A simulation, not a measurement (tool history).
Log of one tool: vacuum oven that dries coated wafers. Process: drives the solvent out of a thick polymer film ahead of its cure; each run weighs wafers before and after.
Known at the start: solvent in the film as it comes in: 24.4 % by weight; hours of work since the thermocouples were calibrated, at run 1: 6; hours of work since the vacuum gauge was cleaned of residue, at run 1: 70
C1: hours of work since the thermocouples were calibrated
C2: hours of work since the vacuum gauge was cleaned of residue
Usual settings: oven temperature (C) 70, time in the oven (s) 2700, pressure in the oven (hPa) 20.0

Run 1, day 0.000: usual settings; C1 6; C2 70. Result: solvent left in the film (%) 2.51.
Run 2, day 0.462: usual settings; C1 13; C2 77. Result: solvent left in the film (%) 2.46.
Run 3, day 0.971: usual settings; C1 20; C2 84. Result: solvent left in the film (%) 2.66.
Run 4, day 1.392: usual settings; C1 26; C2 90. Result: solvent left in the film (%) 2.50.
Run 5, day 1.721: usual settings but pressure in the oven (hPa) 20.6; C1 31; C2 95. Result: solvent left in the film (%) 2.51.
Run 6, day 2.292: usual settings but pressure in the oven (hPa) 20.6; C1 39; C2 103. Result: solvent left in the film (%) 2.54.
Run 7, day 2.867: usual settings but pressure in the oven (hPa) 20.6; C1 47; C2 111. Result: solvent left in the film (%) 2.70.
Run 8, day 3.492: usual settings but time in the oven (s) 3060; C1 56; C2 120. Result: solvent left in the film (%) 2.25.
Run 9, day 3.746: usual settings; C1 60; C2 123. Result: solvent left in the film (%) 2.57.
Run 10, day 4.104: usual settings; C1 65; C2 128. Result: solvent left in the film (%) 2.52.
Run 11, day 4.550: usual settings but pressure in the oven (hPa) 25.7; C1 71; C2 135. Result: solvent left in the film (%) 3.01.
Run 12, day 4.925: usual settings but pressure in the oven (hPa) 25.7; C1 76; C2 140. Result: solvent left in the film (%) 3.10.
Run 13, day 5.267: usual settings; C1 81; C2 145. Result: solvent left in the film (%) 2.63.
Run 14, day 5.812: usual settings but time in the oven (s) 2400; C1 89; C2 153. Result: solvent left in the film (%) 2.80.
Run 15, day 6.342: usual settings but time in the oven (s) 2400; C1 96; C2 160. Result: solvent left in the film (%) 2.83.
Run 16, day 6.933: usual settings but time in the oven (s) 2400; C1 105; C2 169. Result: solvent left in the film (%) 2.91.
Run 17, day 7.554: usual settings but time in the oven (s) 2400; C1 114; C2 178. Result: solvent left in the film (%) 2.93.
Run 18, day 8.171: usual settings; C1 122; C2 186. Result: solvent left in the film (%) 2.58.
Run 19, day 8.554: usual settings; C1 128; C2 192. Result: solvent left in the film (%) 2.60.
Run 20, day 9.133: usual settings; C1 136; C2 200. Result: solvent left in the film (%) 2.56.
Run 21, day 9.608: usual settings; C1 143; C2 207. Result: solvent left in the film (%) 2.60.
Run 22, day 9.912: usual settings but pressure in the oven (hPa) 47.4; C1 147; C2 211. Result: solvent left in the film (%) 4.95.
Run 23, day 10.542: usual settings but pressure in the oven (hPa) 47.4; C1 156; C2 220. Result: solvent left in the film (%) 5.00.
Run 24, day 10.867: usual settings but pressure in the oven (hPa) 47.4; C1 161; C2 225. Result: solvent left in the film (%) 4.92.
Run 25, day 11.125: usual settings but oven temperature (C) 56, pressure in the oven (hPa) 66.0; C1 164; C2 228. Result: solvent left in the film (%) 14.93.
Run 26, day 11.621: usual settings but oven temperature (C) 56, pressure in the oven (hPa) 66.0; C1 171; C2 235. Result: solvent left in the film (%) 15.17.
Run 27, day 12.200: usual settings but oven temperature (C) 81, time in the oven (s) 2760; C1 180; C2 244. Result: solvent left in the film (%) 1.15.
Run 28, day 12.754: usual settings but oven temperature (C) 83, time in the oven (s) 2820, pressure in the oven (hPa) 14.9; C1 188; C2 251. Result: solvent left in the film (%) 0.76.
Run 29, day 13.062: usual settings but oven temperature (C) 73, time in the oven (s) 4560, pressure in the oven (hPa) 11.0; C1 192; C2 256. Result: solvent left in the film (%) 0.92.
Run 30, day 13.483: usual settings but oven temperature (C) 65, time in the oven (s) 4560, pressure in the oven (hPa) 11.0; C1 198; C2 262. Result: solvent left in the film (%) 1.82.
Run 31, day 13.883: usual settings but oven temperature (C) 65, time in the oven (s) 4560, pressure in the oven (hPa) 11.0; C1 204; C2 267. Result: solvent left in the film (%) 1.74.
Run 32, day 14.250: usual settings but oven temperature (C) 56; C1 209; C2 273. Result: solvent left in the film (%) 9.81.
Run 33, day 14.804: usual settings but oven temperature (C) 67, time in the oven (s) 2340, pressure in the oven (hPa) 78.6; C1 217; C2 281. Result: solvent left in the film (%) 9.82.
Run 34, day 15.183: usual settings but oven temperature (C) 67, time in the oven (s) 2340, pressure in the oven (hPa) 78.6; C1 222; C2 286. Result: solvent left in the film (%) 9.64.
Run 35, day 15.642: usual settings but time in the oven (s) 4380; C1 229; C2 292. Result: solvent left in the film (%) 2.00.
Run 36, day 15.900: usual settings but oven temperature (C) 75; C1 232; C2 296. Result: solvent left in the film (%) 1.63.
Run 37, day 16.500: usual settings but oven temperature (C) 73, time in the oven (s) 1800, pressure in the oven (hPa) 46.3; C1 241; C2 305. Result: solvent left in the film (%) 4.94.
Run 38, day 17.079: usual settings but oven temperature (C) 81, time in the oven (s) 3780; C1 249; C2 313. Result: solvent left in the film (%) 1.19.
Run 39, day 17.646: usual settings but oven temperature (C) 80, time in the oven (s) 2520, pressure in the oven (hPa) 78.6; C1 257; C2 321. Result: solvent left in the film (%) 4.66.
Run 40, day 18.100: usual settings but time in the oven (s) 3480; C1 264; C2 327. Result: solvent left in the film (%) 2.21.
Run 41, day 18.404: usual settings but time in the oven (s) 3480; C1 268; C2 332. Result: solvent left in the film (%) 2.25.
Run 42, day 18.908: usual settings but time in the oven (s) 3480; C1 275; C2 339. Result: solvent left in the film (%) 2.26.
Run 43, day 19.267: usual settings but oven temperature (C) 83, time in the oven (s) 3540, pressure in the oven (hPa) 39.8; C1 280; C2 344. Result: solvent left in the film (%) 2.16.
Run 44, day 19.742: usual settings but oven temperature (C) 83, time in the oven (s) 3540, pressure in the oven (hPa) 39.8; C1 287; C2 351. Result: solvent left in the film (%) 2.20.
Run 45, day 20.125: usual settings but oven temperature (C) 72, time in the oven (s) 3540, pressure in the oven (hPa) 44.5; C1 292; C2 356. Result: solvent left in the film (%) 3.83.
Run 46, day 20.729: usual settings but oven temperature (C) 81, time in the oven (s) 3420, pressure in the oven (hPa) 28.5; C1 301; C2 365. Result: solvent left in the film (%) 1.75.

Some steps in solvent left in the film (%) between neighbouring runs. How much of each would the tool show without its hidden state too (settings, what came in, random variation), and how much is left for the hidden state, with any gauge scatter that isn't in both results?
The hidden state here: true wafer temperature over the reading, C; true pressure over the reading, kPa; drift of the gauge itself on solvent_pct, %.
Run 24 -> 25: oven temperature (C) 70 -> 56, pressure in the oven (hPa) 47.4 -> 66.0. solvent left in the film (%) +10.01: hidden state +0.06, all else +9.95.
Run 26 -> 27: oven temperature (C) 56 -> 81, time in the oven (s) 2700 -> 2760, pressure in the oven (hPa) 66.0 -> 20.0. solvent left in the film (%) -14.02: hidden state -0.11, all else -13.91.
Run 31 -> 32: oven temperature (C) 65 -> 56, time in the oven (s) 4560 -> 2700, pressure in the oven (hPa) 11.0 -> 20.0. solvent left in the film (%) +8.07: hidden state +0.09, all else +7.98.
Run 37 -> 38: oven temperature (C) 73 -> 81, time in the oven (s) 1800 -> 3780, pressure in the oven (hPa) 46.3 -> 20.0. solvent left in the film (%) -3.75: hidden state -0.10, all else -3.65.

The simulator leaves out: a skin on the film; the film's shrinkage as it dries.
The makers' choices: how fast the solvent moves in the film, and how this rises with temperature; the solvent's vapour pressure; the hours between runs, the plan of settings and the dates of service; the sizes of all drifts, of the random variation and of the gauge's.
